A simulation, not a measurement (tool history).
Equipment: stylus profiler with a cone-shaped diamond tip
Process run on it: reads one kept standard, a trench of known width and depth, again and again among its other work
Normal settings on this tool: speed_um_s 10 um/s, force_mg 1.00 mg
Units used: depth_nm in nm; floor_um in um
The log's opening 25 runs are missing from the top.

| run | day | speed_um_s | force_mg | depth_nm | floor_um |
|---|---|---|---|---|---|
| 26 | 14.112 | 16 | 1.12 | 200.93 | 46.98 |
| 27 | 14.767 | 24 | 2.34 | 201.28 | 46.91 |
| 28 | 15.438 | 2 | 0.80 | 200.92 | 47.09 |
| 29 | 16.067 | 2 | 0.80 | 200.64 | 47.11 |
| 30 | 16.483 | 15 | 0.80 | 200.72 | 46.98 |
| 31 | 16.804 | 28 | 0.95 | 200.83 | 46.84 |
| 32 | 17.233 | 28 | 0.95 | 200.83 | 46.84 |
| 33 | 17.962 | 7 | 0.92 | 200.86 | 47.02 |
| 34 | 18.512 | 10 | 0.39 | 200.50 | 46.92 |
| 35 | 19.112 | 4 | 0.74 | 200.63 | 47.07 |
| 36 | 19.479 | 2 | 1.25 | 201.02 | 47.03 |
| 37 | 20.192 | 17 | 0.47 | 200.72 | 46.88 |
| 38 | 20.812 | 4 | 0.69 | 200.85 | 47.07 |
| 39 | 21.129 | 4 | 0.69 | 200.74 | 47.01 |
| 40 | 21.571 | 5 | 1.52 | 201.11 | 47.04 |
| 41 | 22.171 | 2 | 1.52 | 201.08 | 47.00 |

Branching from run 41: 5 alternative next runs. What would each branch give?
| A | 22.754 | 15 | 1.52 | ? | ? |
| B | 22.754 | 2 | 2.12 | ? | ? |
| C | 22.754 | 7 | 0.52 | ? | ? |
| D | 22.754 | 20 | 1.52 | ? | ? |
| E | 22.754 | 19 | 1.52 | ? | ? |

| run | depth_nm | floor_um |
|---|---|---|
| A | 201.00 | 46.97 |
| B | 201.44 | 47.02 |
| C | 200.63 | 46.97 |
| D | 200.99 | 46.92 |
| E | 201.14 | 46.90 |
Without the tool's unlogged condition, the same runs would have read:
| run | depth_nm | floor_um |
|---|---|---|
| A | 200.66 | 47.11 |
| B | 201.11 | 47.16 |
| C | 200.29 | 47.11 |
| D | 200.66 | 47.06 |
| E | 200.80 | 47.04 |
